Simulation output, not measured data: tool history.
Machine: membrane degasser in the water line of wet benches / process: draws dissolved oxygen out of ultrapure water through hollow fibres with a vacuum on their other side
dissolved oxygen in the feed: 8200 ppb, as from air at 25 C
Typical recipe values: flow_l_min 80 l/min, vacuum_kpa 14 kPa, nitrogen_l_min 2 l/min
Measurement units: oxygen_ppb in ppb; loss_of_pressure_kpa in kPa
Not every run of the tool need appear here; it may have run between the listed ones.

Run 1, day 0: usual settings. Result: oxygen_ppb 806.1 ppb, loss_of_pressure_kpa 27.69 kPa.
Run 2, day 2.138: usual settings but vacuum_kpa 31.2 kPa. Result: oxygen_ppb 1835.3 ppb, loss_of_pressure_kpa 27.84 kPa.
Run 3, day 3.946: usual settings. Result: oxygen_ppb 801 ppb, loss_of_pressure_kpa 27.87 kPa.
Run 4, day 6.146: usual settings. Result: oxygen_ppb 801.8 ppb, loss_of_pressure_kpa 27.71 kPa.
Run 5, day 7.792: usual settings. Result: oxygen_ppb 811.2 ppb, loss_of_pressure_kpa 28.02 kPa.
Run 6, day 9.675: usual settings. Result: oxygen_ppb 806.4 ppb, loss_of_pressure_kpa 27.71 kPa.
Run 7, day 11.142: usual settings but nitrogen_l_min 2.24 l/min. Result: oxygen_ppb 742.2 ppb, loss_of_pressure_kpa 27.63 kPa.
Run 8, day 12.871: usual settings but nitrogen_l_min 2.24 l/min. Result: oxygen_ppb 746.9 ppb, loss_of_pressure_kpa 27.69 kPa.
Run 9, day 13.862: usual settings but nitrogen_l_min 2.24 l/min. Result: oxygen_ppb 741 ppb, loss_of_pressure_kpa 27.58 kPa.
Run 10, day 15.371: usual settings but nitrogen_l_min 1.14 l/min. Result: oxygen_ppb 1189.9 ppb, loss_of_pressure_kpa 27.47 kPa.
Run 11, day 16.467: usual settings but nitrogen_l_min 1.3 l/min. Result: oxygen_ppb 1094 ppb, loss_of_pressure_kpa 27.42 kPa.
Run 12, day 17.979: usual settings but nitrogen_l_min 1.3 l/min. Result: oxygen_ppb 1096.1 ppb, loss_of_pressure_kpa 27.75 kPa.
Run 13, day 19.438: usual settings but nitrogen_l_min 1.3 l/min. Result: oxygen_ppb 1089.5 ppb, loss_of_pressure_kpa 27.67 kPa.
Run 14, day 20.8: usual settings. Result: oxygen_ppb 808.8 ppb, loss_of_pressure_kpa 27.65 kPa.
Run 15, day 22.596: usual settings. Result: oxygen_ppb 802.6 ppb, loss_of_pressure_kpa 27.81 kPa.
Run 16, day 24.167: usual settings. Result: oxygen_ppb 807.4 ppb, loss_of_pressure_kpa 27.56 kPa.
Run 17, day 26.308: usual settings. Result: oxygen_ppb 807.2 ppb, loss_of_pressure_kpa 27.86 kPa.
Run 18, day 27.808: usual settings but flow_l_min 60 l/min, nitrogen_l_min 1.37 l/min. Result: oxygen_ppb 858.7 ppb, loss_of_pressure_kpa 20.76 kPa.
Run 19, day 29.317: usual settings but nitrogen_l_min 5.78 l/min. Result: oxygen_ppb 342.3 ppb, loss_of_pressure_kpa 27.48 kPa.
Run 20, day 30.604: usual settings but vacuum_kpa 13.3 kPa, nitrogen_l_min 0.95 l/min. Result: oxygen_ppb 1251.1 ppb, loss_of_pressure_kpa 27.87 kPa.
Run 21, day 32.804: usual settings but vacuum_kpa 13.3 kPa, nitrogen_l_min 0.95 l/min. Result: oxygen_ppb 1266.5 ppb, loss_of_pressure_kpa 27.89 kPa.
Run 22, day 34: usual settings but flow_l_min 110 l/min, vacuum_kpa 13.3 kPa, nitrogen_l_min 1.44 l/min. Result: oxygen_ppb 1204.3 ppb, loss_of_pressure_kpa 38.42 kPa.
Run 23, day 35.046: usual settings but flow_l_min 54 l/min, vacuum_kpa 32.1 kPa, nitrogen_l_min 2.43 l/min. Result: oxygen_ppb 1233.4 ppb, loss_of_pressure_kpa 18.48 kPa.
Run 24, day 36.979: usual settings but flow_l_min 110 l/min, vacuum_kpa 27.3 kPa, nitrogen_l_min 2.02 l/min. Result: oxygen_ppb 2011.2 ppb, loss_of_pressure_kpa 38.03 kPa.
Run 25, day 38.246: usual settings but flow_l_min 57 l/min, vacuum_kpa 10 kPa, nitrogen_l_min 2.71 l/min. Result: oxygen_ppb 309.8 ppb, loss_of_pressure_kpa 19.72 kPa.
Run 26, day 39.996: usual settings but flow_l_min 57 l/min, vacuum_kpa 10 kPa, nitrogen_l_min 2.71 l/min. Result: oxygen_ppb 309.8 ppb, loss_of_pressure_kpa 19.65 kPa.
Run 27, day 41.862: usual settings but flow_l_min 71 l/min, vacuum_kpa 14.5 kPa, nitrogen_l_min 3.97 l/min. Result: oxygen_ppb 439.5 ppb, loss_of_pressure_kpa 24.82 kPa.
Run 28, day 42.962: usual settings but flow_l_min 50 l/min, vacuum_kpa 14.6 kPa. Result: oxygen_ppb 578.3 ppb, loss_of_pressure_kpa 17.46 kPa.
Run 29, day 43.95: usual settings but flow_l_min 105 l/min, vacuum_kpa 13.4 kPa, nitrogen_l_min 3.26 l/min. Result: oxygen_ppb 670.2 ppb, loss_of_pressure_kpa 36.62 kPa.
Run 30, day 45.429: usual settings but flow_l_min 105 l/min, vacuum_kpa 13.4 kPa, nitrogen_l_min 3.26 l/min. Result: oxygen_ppb 674 ppb, loss_of_pressure_kpa 36.51 kPa.

Forecast run 31:
Run 31, day 47.525: usual settings but flow_l_min 105 l/min, vacuum_kpa 13.4 kPa, nitrogen_l_min 3.26 l/min. Result: oxygen_ppb ?, loss_of_pressure_kpa ?.

{"run 31": {"oxygen_ppb": 673.3, "loss_of_pressure_kpa": 36.33}}
With no hidden state in the tool, this same run would have given oxygen_ppb 673 ppb, loss_of_pressure_kpa 36.32 kPa.

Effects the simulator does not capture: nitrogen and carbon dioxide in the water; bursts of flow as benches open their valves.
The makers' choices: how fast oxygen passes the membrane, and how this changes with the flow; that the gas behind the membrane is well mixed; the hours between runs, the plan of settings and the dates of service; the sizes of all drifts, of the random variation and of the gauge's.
